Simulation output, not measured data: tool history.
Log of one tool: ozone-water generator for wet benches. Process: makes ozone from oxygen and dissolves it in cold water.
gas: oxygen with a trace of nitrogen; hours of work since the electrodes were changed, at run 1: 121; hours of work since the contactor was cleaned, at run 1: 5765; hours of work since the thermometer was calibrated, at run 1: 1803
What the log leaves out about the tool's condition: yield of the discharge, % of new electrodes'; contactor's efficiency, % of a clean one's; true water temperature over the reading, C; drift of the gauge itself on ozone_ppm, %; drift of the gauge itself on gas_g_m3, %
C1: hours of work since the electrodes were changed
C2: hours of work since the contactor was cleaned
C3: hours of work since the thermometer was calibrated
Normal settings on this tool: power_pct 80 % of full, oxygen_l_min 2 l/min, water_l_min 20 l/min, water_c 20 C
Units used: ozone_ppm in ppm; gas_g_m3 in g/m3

Run 1, day 0: usual settings; C1 121; C2 5765; C3 1803. Result: ozone_ppm 15.3 ppm, gas_g_m3 265.4 g/m3.
Run 2, day 2.742: usual settings; C1 167; C2 5811; C3 1849. Result: ozone_ppm 15.4 ppm, gas_g_m3 264.9 g/m3.
Run 3, day 5.708: usual settings; C1 216; C2 5861; C3 1899. Result: ozone_ppm 15.2 ppm, gas_g_m3 266.7 g/m3.
Run 4, day 7.692: usual settings; C1 250; C2 5894; C3 1932. Result: ozone_ppm 14.9 ppm, gas_g_m3 263.7 g/m3.
Run 5, day 10.192: usual settings; C1 292; C2 5936; C3 1974. Result: ozone_ppm 15.1 ppm, gas_g_m3 265.2 g/m3.
Run 6, day 12.767: usual settings; C1 335; C2 5979; C3 2017. Result: ozone_ppm 15.3 ppm, gas_g_m3 268.7 g/m3.
Run 7, day 15.071: usual settings; C1 374; C2 6018; C3 2056. Result: ozone_ppm 15 ppm, gas_g_m3 264.5 g/m3.
Run 8, day 16.871: usual settings but oxygen_l_min 2.36 l/min; C1 404; C2 6048; C3 2086. Result: ozone_ppm 15.7 ppm, gas_g_m3 245.9 g/m3.
Run 9, day 18.562: usual settings but oxygen_l_min 2.36 l/min; C1 432; C2 6076; C3 2115. Result: ozone_ppm 15.6 ppm, gas_g_m3 245.6 g/m3.
Run 10, day 21.038: usual settings but oxygen_l_min 1.05 l/min; C1 474; C2 6118; C3 2156. Result: ozone_ppm 12.4 ppm, gas_g_m3 365.3 g/m3.
Run 11, day 23.279: usual settings but oxygen_l_min 1.05 l/min; C1 511; C2 6156; C3 2194. Result: ozone_ppm 12.4 ppm, gas_g_m3 364.3 g/m3.
Run 12, day 25.679: usual settings but power_pct 88 % of full, oxygen_l_min 1.05 l/min; C1 552; C2 6196; C3 2234. Result: ozone_ppm 13.3 ppm, gas_g_m3 394.9 g/m3.
Run 13, day 27.888: usual settings but power_pct 88 % of full, oxygen_l_min 1.05 l/min; C1 589; C2 6233; C3 2271. Result: ozone_ppm 13.5 ppm, gas_g_m3 401 g/m3.
Run 14, day 29.212: usual settings but power_pct 88 % of full, oxygen_l_min 1.05 l/min; C1 611; C2 6255; C3 2293. Result: ozone_ppm 13.4 ppm, gas_g_m3 396.6 g/m3.
Run 15, day 31.625: usual settings but power_pct 88 % of full, oxygen_l_min 1.05 l/min; C1 652; C2 6296; C3 2334. Result: ozone_ppm 13.4 ppm, gas_g_m3 397.5 g/m3.
Run 16, day 33.171: usual settings but power_pct 88 % of full, oxygen_l_min 1.05 l/min; C1 677; C2 6322; C3 2360. Result: ozone_ppm 13.4 ppm, gas_g_m3 398 g/m3.
Run 17, day 35.238: usual settings but power_pct 51 % of full, oxygen_l_min 3.05 l/min, water_l_min 18 l/min, water_c 15 C; C1 712; C2 6356; C3 2394. Result: ozone_ppm 12.8 ppm, gas_g_m3 142.7 g/m3.
Run 18, day 37.633: usual settings but power_pct 51 % of full, oxygen_l_min 3.05 l/min, water_l_min 18 l/min, water_c 15 C; C1 752; C2 6397; C3 2435. Result: ozone_ppm 12.7 ppm, gas_g_m3 142 g/m3.
Run 19, day 40.146: usual settings but power_pct 51 % of full, oxygen_l_min 3.05 l/min, water_l_min 18 l/min, water_c 15 C; C1 795; C2 6439; C3 2477. Result: ozone_ppm 12.7 ppm, gas_g_m3 143.2 g/m3.
Run 20, day 42.721: usual settings but power_pct 51 % of full, oxygen_l_min 3.05 l/min, water_l_min 18 l/min, water_c 15 C; C1 838; C2 6482; C3 2520. Result: ozone_ppm 12.6 ppm, gas_g_m3 142.5 g/m3.
Run 21, day 44.358: usual settings but power_pct 54 % of full; C1 865; C2 6509; C3 2548. Result: ozone_ppm 10.8 ppm, gas_g_m3 185.6 g/m3.
Run 22, day 46.954: usual settings but power_pct 54 % of full; C1 909; C2 6553; C3 2591. Result: ozone_ppm 10.4 ppm, gas_g_m3 186.4 g/m3.
Run 23, day 48.412: usual settings but power_pct 54 % of full; C1 933; C2 6578; C3 2616. Result: ozone_ppm 10.5 ppm, gas_g_m3 187 g/m3.
Run 24, day 51.212: usual settings but power_pct 54 % of full, water_l_min 19 l/min, water_c 12 C; C1 980; C2 6625; C3 2663. Result: ozone_ppm 11.8 ppm, gas_g_m3 188 g/m3.
Run 25, day 52.683: usual settings but power_pct 73 % of full, oxygen_l_min 1.76 l/min; C1 1005; C2 6649; C3 2687. Result: ozone_ppm 13.5 ppm, gas_g_m3 261.9 g/m3.
Run 26, day 53.962: usual settings but power_pct 45 % of full; C1 1027; C2 6671; C3 2709. Result: ozone_ppm 8.8 ppm, gas_g_m3 156.7 g/m3.
Run 27, day 56.004: usual settings but power_pct 53 % of full, water_c 21 C; C1 1061; C2 6705; C3 2743. Result: ozone_ppm 10.4 ppm, gas_g_m3 184.9 g/m3.
Run 28, day 57.983: usual settings but power_pct 53 % of full, water_c 21 C; C1 1094; C2 6738; C3 2776. Result: ozone_ppm 10.2 ppm, gas_g_m3 183.3 g/m3.
Run 29, day 59.967: usual settings but power_pct 53 % of full, oxygen_l_min 3.35 l/min, water_c 21 C; C1 1127; C2 6772; C3 2810. Result: ozone_ppm 11.4 ppm, gas_g_m3 142 g/m3.
Run 30, day 62.879: usual settings but power_pct 53 % of full, oxygen_l_min 3.35 l/min, water_c 21 C; C1 1176; C2 6820; C3 2858. Result: ozone_ppm 11.4 ppm, gas_g_m3 141.3 g/m3.
At day 63.679: contactor cleaned.
Run 31, day 65.888: usual settings but water_l_min 25 l/min, water_c 17 C; C1 1224; C2 37; C3 2906. Result: ozone_ppm 12.4 ppm, gas_g_m3 273.4 g/m3.
Run 32, day 68.625: usual settings but water_l_min 25 l/min, water_c 17 C; C1 1270; C2 83; C3 2952. Result: ozone_ppm 12.4 ppm, gas_g_m3 270.7 g/m3.

Hidden state at the last listed run before each entry between runs and at the first one after, where it differs:
After run 30, before run 31: contactor cleaned (day 63.679)
  contactor's efficiency, % of a clean one's: 99.5 -> 100; drift of the gauge itself on gas_g_m3, %: 2.11 -> 2.21
  measured less the result without the state, gas_g_m3: +2.9 -> +5.8 g/m3
